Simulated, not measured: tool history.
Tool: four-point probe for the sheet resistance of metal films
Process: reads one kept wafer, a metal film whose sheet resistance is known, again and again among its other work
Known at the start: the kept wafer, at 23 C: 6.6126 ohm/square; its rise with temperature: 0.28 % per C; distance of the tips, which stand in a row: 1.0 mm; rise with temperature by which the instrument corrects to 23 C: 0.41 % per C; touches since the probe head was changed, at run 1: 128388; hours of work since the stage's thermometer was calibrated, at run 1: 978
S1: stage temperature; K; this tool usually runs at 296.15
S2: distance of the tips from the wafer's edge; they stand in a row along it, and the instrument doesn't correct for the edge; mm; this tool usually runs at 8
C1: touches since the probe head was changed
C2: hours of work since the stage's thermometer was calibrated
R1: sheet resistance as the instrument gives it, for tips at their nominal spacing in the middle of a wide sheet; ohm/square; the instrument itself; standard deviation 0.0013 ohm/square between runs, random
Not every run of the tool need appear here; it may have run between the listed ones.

| run | hour | S1 | S2 | C1 | C2 | R1 |
|---|---|---|---|---|---|---|
| 1 | 0.0 | 296.15 | 8 | 128388 | 978 | 6.641028 |
| 2 | 38.6 | 296.15 | 8 | 130478 | 1006 | 6.636482 |
| 3 | 75.0 | 296.15 | 8 | 132446 | 1033 | 6.633862 |
| 4 | 131.8 | 296.15 | 8 | 135516 | 1074 | 6.633541 |
| 5 | 166.3 | 296.15 | 5 | 137386 | 1099 | 6.716744 |
| 6 | 218.4 | 296.15 | 5 | 140205 | 1136 | 6.713162 |
| 7 | 253.3 | 295.15 | 8 | 142088 | 1161 | 6.636754 |
| 8 | 306.2 | 295.15 | 8 | 144953 | 1200 | 6.638050 |
| 9 | 375.4 | 295.15 | 8 | 148696 | 1250 | 6.637564 |
|  | 388.7 | new probe head fitted |
| 10 | 412.4 | 296.15 | 11 | 1282 | 1276 | 6.623944 |
|  | 418.6 | stage's thermometer calibrated |
| 11 | 462.2 | 296.15 | 8 | 3947 | 32 | 6.647998 |
| 12 | 531.2 | 296.15 | 8 | 7683 | 81 | 6.644842 |
| 13 | 594.6 | 296.15 | 8 | 11110 | 127 | 6.645828 |
| 14 | 654.4 | 296.15 | 8 | 14347 | 170 | 6.642501 |
| 15 | 688.5 | 296.15 | 6 | 16189 | 195 | 6.687775 |
|  | 719.0 | stage's thermometer calibrated, once more |
| 16 | 719.3 | 296.15 | 8 | 17829 | 0 | 6.646479 |
| 17 | 757.0 | 307.15 | 8 | 19868 | 27 | 6.556427 |
| 18 | 787.1 | 301.15 | 8 | 21500 | 49 | 6.606183 |
| 19 | 835.7 | 302.15 | 6 | 24129 | 84 | 6.635935 |
| 20 | 891.1 | 302.15 | 6 | 27125 | 124 | 6.637939 |
| 21 | 928.8 | 304.15 | 74 | 29164 | 152 | 6.524195 |
| 22 | 997.7 | 291.15 | 6 | 32891 | 201 | 6.726439 |
| 23 | 1040.3 | 300.15 | 6 | 35192 | 232 | 6.649616 |
| 24 | 1090.8 | 302.15 | 38 | 37927 | 269 | 6.537913 |
| 25 | 1124.0 | 302.15 | 38 | 39721 | 293 | 6.535698 |
| 26 | 1173.1 | 302.15 | 19 | 42378 | 328 | 6.540378 |
| 27 | 1224.4 | 298.15 | 4 | 45152 | 365 | 6.778042 |
| 28 | 1259.3 | 298.15 | 4 | 47042 | 390 | 6.779024 |
| 29 | 1327.7 | 291.15 | 19 | 50740 | 440 | 6.632262 |
| 30 | 1379.9 | 294.15 | 17 | 53565 | 478 | 6.605812 |
| 31 | 1425.2 | 294.15 | 26 | 56016 | 510 | 6.599749 |
| 32 | 1485.0 | 293.15 | 30 | 59252 | 554 | 6.608195 |
| 33 | 1531.1 | 293.15 | 30 | 61742 | 587 | 6.604341 |

What differs in the tool's unlogged condition from the final listed run ahead of each entry between runs to the first listed run following it?
Logged between run 9 and run 10: new probe head fitted (hour 388.7)
  inner tips' distance over the nominal, %: -0.509 -> -0.219; tips' flats over new ones', %: 148 -> 1; wafer's true temperature over the reading, C: -0.14 -> -0.15
  measured result minus the result with no hidden state, R1: -0.039446 -> -0.018494 ohm/square
Logged between run 10 and run 11: stage's thermometer calibrated (hour 418.6)
  inner tips' distance over the nominal, %: -0.219 -> -0.232; tips' flats over new ones', %: 1 -> 4; wafer's true temperature over the reading, C: -0.15 -> -0.23
  measured result minus the result with no hidden state, R1: -0.018494 -> -0.020938 ohm/square
Logged between run 15 and run 16: stage's thermometer calibrated, once more (hour 719.0)
  inner tips' distance over the nominal, %: -0.292 -> -0.299; tips' flats over new ones', %: 16 -> 17; wafer's true temperature over the reading, C: -0.25 -> 0.08
  measured result minus the result with no hidden state, R1: -0.025938 -> -0.020037 ohm/square

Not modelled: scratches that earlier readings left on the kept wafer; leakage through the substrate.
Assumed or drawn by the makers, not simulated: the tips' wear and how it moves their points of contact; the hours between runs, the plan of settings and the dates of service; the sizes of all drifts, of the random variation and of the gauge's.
